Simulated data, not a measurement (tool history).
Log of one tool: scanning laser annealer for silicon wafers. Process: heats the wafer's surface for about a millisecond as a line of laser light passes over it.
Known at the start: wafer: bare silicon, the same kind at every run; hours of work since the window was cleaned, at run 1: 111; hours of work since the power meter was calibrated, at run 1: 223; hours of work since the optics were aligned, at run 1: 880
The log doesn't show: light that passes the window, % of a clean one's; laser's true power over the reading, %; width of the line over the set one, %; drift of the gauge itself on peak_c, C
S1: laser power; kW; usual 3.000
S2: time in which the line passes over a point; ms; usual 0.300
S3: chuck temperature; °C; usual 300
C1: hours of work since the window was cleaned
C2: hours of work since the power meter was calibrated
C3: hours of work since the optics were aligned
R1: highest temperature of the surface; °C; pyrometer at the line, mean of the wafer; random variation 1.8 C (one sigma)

run   hour     S1     S2   S3   C1   C2    C3    R1
  1    0.0  3.000  0.300  300  111  223   880  1044
  2    4.9  3.000  0.300  300  115  226   884  1041
  3   14.3  3.000  0.300  300  122  234   892  1043
  4   21.1  3.000  0.300  300  127  239   897  1044
  5   29.7  3.000  0.300  300  134  246   903  1041
  6   36.9  3.000  0.300  261  140  251   909  1001
  7   46.3  3.000  0.300  261  147  259   916  1000
  8   54.3  3.000  0.300  261  153  265   922   997
  9   59.2  2.861  0.300  300  157  268   926  1011
 10   63.6  2.861  0.300  300  160  272   930  1009
 11   72.6  2.861  0.300  300  167  279   937  1009
 12   78.3  2.861  0.300  300  172  283   941  1010
      81.2  -- window over the wafer cleaned
 13   86.2  3.000  0.216  300    4  288   946   938
 14   93.8  3.000  0.300  300   10  294   951  1037
 15   98.4  3.000  0.300  283   13  297   955  1021
 16  103.6  3.000  0.300  283   17  301   959  1020
 17  111.8  3.000  0.300  283   24  308   965  1020
     115.3  -- window over the wafer cleaned, once more
 18  123.1  3.000  0.300  283    6  315   973  1030
 19  127.1  3.000  0.300  283    9  318   976  1030
 20  132.2  3.000  0.300  300   13  322   980  1045
 21  141.5  3.226  0.301  270   20  329   987  1067
 22  148.5  3.000  0.300  264   26  334   992  1006
 23  154.2  2.590  0.223  287   30  339   997   861
 24  162.8  3.000  0.308  330   37  346  1003  1082
 25  168.3  3.000  0.300  313   41  350  1008  1057
 26  172.8  3.033  0.375  328   44  353  1011  1154
 27  179.7  3.033  0.375  328   50  359  1016  1154
 28  187.7  3.000  0.364  270   56  365  1023  1075
 29  191.8  3.000  0.364  270   59  368  1026  1074
 30  196.6  3.000  0.364  270   63  372  1029  1075
 31  203.0  3.000  0.364  288   68  377  1034  1095
 32  210.5  3.000  0.364  288   74  382  1040  1094
 33  216.2  2.988  0.321  265   78  387  1045  1025
 34  225.4  2.591  0.281  321   85  394  1052   954
 35  234.5  2.794  0.343  318   92  401  1059  1054
 36  239.5  3.206  0.290  277   96  405  1063  1056
 37  244.1  3.000  0.266  334  100  408  1066  1038
 38  249.0  2.960  0.249  300  103  412  1070   976
 39  255.1  2.960  0.249  300  108  417  1075   975
 40  260.6  3.021  0.249  300  112  421  1079   988

Forecast each of these 4 alternatives for the next run:
  A  265.4  3.000  0.300  334  116  425  1083   ?
  B  265.4  3.021  0.223  300  116  425  1083   ?
  C  265.4  3.181  0.300  311  116  425  1083   ?
  D  265.4  2.657  0.293  278  116  425  1083   ?

run    R1
  A  1078
  B   955
  C  1090
  D   935
Without the tool's hidden state the same runs would have given:
run    R1
  A  1086
  B   963
  C  1099
  D   943

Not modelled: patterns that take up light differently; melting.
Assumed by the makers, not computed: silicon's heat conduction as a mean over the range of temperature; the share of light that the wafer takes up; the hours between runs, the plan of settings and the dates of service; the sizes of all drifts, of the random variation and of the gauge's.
